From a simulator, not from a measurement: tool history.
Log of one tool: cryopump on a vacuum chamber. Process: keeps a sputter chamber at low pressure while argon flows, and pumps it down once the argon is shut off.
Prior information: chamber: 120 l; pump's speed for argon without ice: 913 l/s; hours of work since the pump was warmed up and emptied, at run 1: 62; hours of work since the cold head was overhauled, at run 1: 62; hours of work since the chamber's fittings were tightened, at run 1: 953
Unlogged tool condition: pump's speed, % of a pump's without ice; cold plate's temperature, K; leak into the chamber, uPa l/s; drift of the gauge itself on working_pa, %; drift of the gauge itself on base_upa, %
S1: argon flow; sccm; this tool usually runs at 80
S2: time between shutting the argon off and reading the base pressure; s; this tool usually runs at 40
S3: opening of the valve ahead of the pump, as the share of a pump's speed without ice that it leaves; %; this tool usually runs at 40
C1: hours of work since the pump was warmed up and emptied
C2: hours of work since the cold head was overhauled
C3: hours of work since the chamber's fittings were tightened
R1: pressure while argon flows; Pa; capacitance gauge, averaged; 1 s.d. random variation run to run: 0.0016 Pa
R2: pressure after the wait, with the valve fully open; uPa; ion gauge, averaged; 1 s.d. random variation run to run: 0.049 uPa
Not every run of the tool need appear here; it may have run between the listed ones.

run	day	S1	S2	S3	C1	C2	C3	R1	R2
1	0	80	40	40	62	62	953	0.3732	6.22
2	0.704	159	40	40	73	73	964	0.7406	6.28
3	1.275	80	40	40	82	82	972	0.3741	6.06
4	1.646	80	40	40	87	87	978	0.3735	6.54
5	2.288	80	40	40	97	97	988	0.3742	6.52
6	2.929	80	40	40	107	107	998	0.373	6.48
7	3.279	80	260	40	112	112	1003	0.3749	4.28
8	3.833	80	70	40	121	121	1011	0.3738	5.43
9	4.504	80	70	40	131	131	1022	0.3747	5.42
10	4.867	80	70	40	136	136	1027	0.3734	5.67
11	5.308	80	40	29	143	143	1034	0.5118	6.59
12	5.767	80	40	29	150	150	1041	0.513	6.49
13	6.138	119	40	40	156	156	1046	0.5549	6.79
14	6.767	119	40	40	165	165	1056	0.558	6.82
15	7.133	119	40	17	171	171	1062	1.3104	6.74
16	7.612	119	40	17	178	178	1069	1.3109	6.72
17	8.238	119	40	17	187	187	1078	1.3043	6.66
18	8.971	119	40	17	199	199	1090	1.3017	6.81
19	9.625	79	86	52	209	209	1099	0.2848	5.35
20	10.221	47	58	40	218	218	1108	0.2218	6.13
21	10.825	157	34	16	227	227	1118	1.8358	7.37
22	11.529	101	194	28	238	238	1128	0.6722	4.95
# day 11.733: leaking fittings of the chamber tightened, without venting
23	12.162	101	194	28	246	246	7	0.677	0.97
24	12.654	101	194	28	253	253	14	0.6784	1
25	13.346	101	194	46	264	264	25	0.4179	1.1
26	14.008	101	25	46	274	274	35	0.4153	4.87
27	14.396	80	228	40	280	280	40	0.3772	1.04
28	15.15	80	197	50	291	291	52	0.3044	1.1
29	15.604	37	197	56	298	298	59	0.1269	1.17
30	16.354	151	40	15	310	310	70	1.8831	3.31
31	16.792	80	106	27	316	316	77	0.5565	1.72
32	17.404	71	116	57	326	326	86	0.238	1.63
33	17.975	71	94	32	334	334	95	0.4183	1.92
34	18.546	108	24	33	343	343	104	0.6234	5.18

Consider 3 possible next runs. They are alternatives, not a sequence: every one starts from the tool as it was left by run 34. What does each give?
A	19.221	80	40	57	353	353	114	?	?
B	19.221	107	62	33	353	353	114	?	?
C	19.221	80	40	23	353	353	114	?	?

run	R1	R2
A	0.2709	3.42
B	0.6122	2.51
C	0.6506	3.45
Without the tool's unlogged condition, the same runs would have read:
run	R1	R2
A	0.2611	2.92
B	0.5992	2.02
C	0.6409	2.96
